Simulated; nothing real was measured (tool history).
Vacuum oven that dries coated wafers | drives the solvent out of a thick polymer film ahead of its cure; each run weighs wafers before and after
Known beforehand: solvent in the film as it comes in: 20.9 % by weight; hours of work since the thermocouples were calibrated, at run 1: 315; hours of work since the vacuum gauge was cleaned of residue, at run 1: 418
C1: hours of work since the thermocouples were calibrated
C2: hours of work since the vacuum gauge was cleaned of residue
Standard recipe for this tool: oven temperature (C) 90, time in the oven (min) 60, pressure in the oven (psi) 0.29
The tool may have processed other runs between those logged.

Run 1, day 0: usual settings; C1 315; C2 418. Result: solvent left in the film (%) 3.01.
Run 2, day 2.308: usual settings but time in the oven (min) 32; C1 357; C2 460. Result: solvent left in the film (%) 6.4.
Run 3, day 4.35: usual settings but time in the oven (min) 41; C1 394; C2 498. Result: solvent left in the film (%) 4.92.
Run 4, day 5.85: usual settings but time in the oven (min) 41; C1 421; C2 525. Result: solvent left in the film (%) 4.86.
Run 5, day 8.758: usual settings; C1 474; C2 578. Result: solvent left in the film (%) 3.08.
Run 6, day 10.888: usual settings; C1 513; C2 617. Result: solvent left in the film (%) 2.98.
Run 7, day 12.171: usual settings; C1 537; C2 640. Result: solvent left in the film (%) 3.
Run 8, day 14.812: usual settings; C1 585; C2 688. Result: solvent left in the film (%) 3.07.
Run 9, day 16.667: usual settings; C1 619; C2 722. Result: solvent left in the film (%) 3.05.
Run 10, day 18.388: usual settings; C1 650; C2 754. Result: solvent left in the film (%) 3.11.
Run 11, day 19.679: usual settings but oven temperature (C) 101; C1 674; C2 777. Result: solvent left in the film (%) 0.89.
Run 12, day 22.546: usual settings but oven temperature (C) 101; C1 726; C2 830. Result: solvent left in the film (%) 0.99.
Run 13, day 23.867: usual settings but oven temperature (C) 105, time in the oven (min) 73, pressure in the oven (psi) 0.489; C1 750; C2 854. Result: solvent left in the film (%) 1.11.
At day 25.333: oven's thermocouples calibrated.
Run 14, day 25.642: usual settings but oven temperature (C) 89, pressure in the oven (psi) 0.245; C1 6; C2 884. Result: solvent left in the film (%) 3.21.
Run 15, day 28.604: usual settings but oven temperature (C) 89, pressure in the oven (psi) 0.245; C1 60; C2 938. Result: solvent left in the film (%) 3.23.
Run 16, day 31.004: usual settings but oven temperature (C) 89, pressure in the oven (psi) 0.245; C1 103; C2 982. Result: solvent left in the film (%) 3.22.
Run 17, day 33.738: usual settings but oven temperature (C) 100, pressure in the oven (psi) 0.428; C1 153; C2 1032. Result: solvent left in the film (%) 1.41.
Run 18, day 36.15: usual settings but oven temperature (C) 98, time in the oven (min) 32, pressure in the oven (psi) 0.209; C1 197; C2 1076. Result: solvent left in the film (%) 2.8.
Run 19, day 38.475: usual settings but oven temperature (C) 96, time in the oven (min) 44, pressure in the oven (psi) 0.779; C1 240; C2 1119. Result: solvent left in the film (%) 3.93.
Run 20, day 41.362: usual settings but oven temperature (C) 88, time in the oven (min) 59, pressure in the oven (psi) 0.708; C1 292; C2 1171. Result: solvent left in the film (%) 5.55.
Run 21, day 44.438: usual settings but oven temperature (C) 103, time in the oven (min) 85; C1 348; C2 1227. Result: solvent left in the film (%) 0.75.
Run 22, day 46.588: usual settings but oven temperature (C) 77, time in the oven (min) 51, pressure in the oven (psi) 0.612; C1 388; C2 1266. Result: solvent left in the film (%) 11.13.

5 options for the next run, each taken on its own from the tool as it stands now. Forecast them:
Run A, day 49.504: usual settings but oven temperature (C) 99, time in the oven (min) 41, pressure in the oven (psi) 0.743; C1 441; C2 1320. Result: solvent left in the film (%) ?.
Run B, day 49.504: usual settings but oven temperature (C) 86, time in the oven (min) 107, pressure in the oven (psi) 0.41; C1 441; C2 1320. Result: solvent left in the film (%) ?.
Run C, day 49.504: usual settings but oven temperature (C) 77, time in the oven (min) 51, pressure in the oven (psi) 0.235; C1 441; C2 1320. Result: solvent left in the film (%) ?.
Run D, day 49.504: usual settings but oven temperature (C) 91; C1 441; C2 1320. Result: solvent left in the film (%) ?.
Run E, day 49.504: usual settings but oven temperature (C) 77, time in the oven (min) 98, pressure in the oven (psi) 0.663; C1 441; C2 1320. Result: solvent left in the film (%) ?.

run  solvent left in the film (%)
  A                          3.04
  B                           2.9
  C                          9.65
  D                          2.76
  E                          8.17
Stripped of hidden state, with their random variation kept, the same runs would have yielded:
run  solvent left in the film (%)
  A                          3.02
  B                          2.88
  C                          9.62
  D                          2.74
  E                          8.14
